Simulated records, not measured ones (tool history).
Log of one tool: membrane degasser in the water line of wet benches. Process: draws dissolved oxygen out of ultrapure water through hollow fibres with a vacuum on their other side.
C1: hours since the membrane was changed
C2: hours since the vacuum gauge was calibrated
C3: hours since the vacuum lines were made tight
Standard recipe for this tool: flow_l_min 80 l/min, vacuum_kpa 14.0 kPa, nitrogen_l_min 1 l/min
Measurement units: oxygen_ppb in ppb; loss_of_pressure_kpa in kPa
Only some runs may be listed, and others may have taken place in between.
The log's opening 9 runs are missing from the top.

run 10 hour=2023.5 | flow_l_min=80 vacuum_kpa=14.0 nitrogen_l_min=1 | C1=6997 C2=6513 C3=864 | oxygen_ppb=1288.5 loss_of_pressure_kpa=32.35
run 11 hour=2161.3 | flow_l_min=80 vacuum_kpa=14.0 nitrogen_l_min=1 | C1=7135 C2=6651 C3=1002 | oxygen_ppb=1289.5 loss_of_pressure_kpa=32.18
run 12 hour=2370.3 | flow_l_min=80 vacuum_kpa=14.0 nitrogen_l_min=1 | C1=7344 C2=6860 C3=1211 | oxygen_ppb=1287.7 loss_of_pressure_kpa=31.93
run 13 hour=2653.0 | flow_l_min=80 vacuum_kpa=14.0 nitrogen_l_min=1 | C1=7627 C2=7142 C3=1494 | oxygen_ppb=1289.8 loss_of_pressure_kpa=32.09
-- hour=2783.2 vacuum gauge calibrated
run 14 hour=2800.7 | flow_l_min=80 vacuum_kpa=14.0 nitrogen_l_min=1 | C1=7774 C2=17 C3=1641 | oxygen_ppb=1288.5 loss_of_pressure_kpa=32.09
run 15 hour=2955.7 | flow_l_min=80 vacuum_kpa=12.2 nitrogen_l_min=1 | C1=7929 C2=172 C3=1796 | oxygen_ppb=1095.0 loss_of_pressure_kpa=31.75
run 16 hour=3082.4 | flow_l_min=80 vacuum_kpa=12.2 nitrogen_l_min=1 | C1=8056 C2=299 C3=1923 | oxygen_ppb=1096.9 loss_of_pressure_kpa=31.66
run 17 hour=3368.8 | flow_l_min=80 vacuum_kpa=12.2 nitrogen_l_min=1 | C1=8342 C2=586 C3=2209 | oxygen_ppb=1097.1 loss_of_pressure_kpa=31.67
run 18 hour=3605.5 | flow_l_min=80 vacuum_kpa=12.2 nitrogen_l_min=1 | C1=8579 C2=822 C3=2446 | oxygen_ppb=1096.7 loss_of_pressure_kpa=31.51
run 19 hour=3764.0 | flow_l_min=80 vacuum_kpa=12.2 nitrogen_l_min=1 | C1=8737 C2=981 C3=2604 | oxygen_ppb=1094.1 loss_of_pressure_kpa=31.97
run 20 hour=3923.4 | flow_l_min=80 vacuum_kpa=28.1 nitrogen_l_min=1 | C1=8897 C2=1140 C3=2764 | oxygen_ppb=2558.2 loss_of_pressure_kpa=32.11

Run 21 has not been measured yet. What should we expect?
run 21 hour=4119.2 | flow_l_min=80 vacuum_kpa=28.1 nitrogen_l_min=1 | C1=9092 C2=1336 C3=2959 | oxygen_ppb=? loss_of_pressure_kpa=?

Run 21 measured oxygen_ppb 2558.6 ppb, loss_of_pressure_kpa 32.12 kPa.
Had the tool carried no hidden state, the very same run would have given oxygen_ppb 2558.6 ppb, loss_of_pressure_kpa 32.11 kPa.

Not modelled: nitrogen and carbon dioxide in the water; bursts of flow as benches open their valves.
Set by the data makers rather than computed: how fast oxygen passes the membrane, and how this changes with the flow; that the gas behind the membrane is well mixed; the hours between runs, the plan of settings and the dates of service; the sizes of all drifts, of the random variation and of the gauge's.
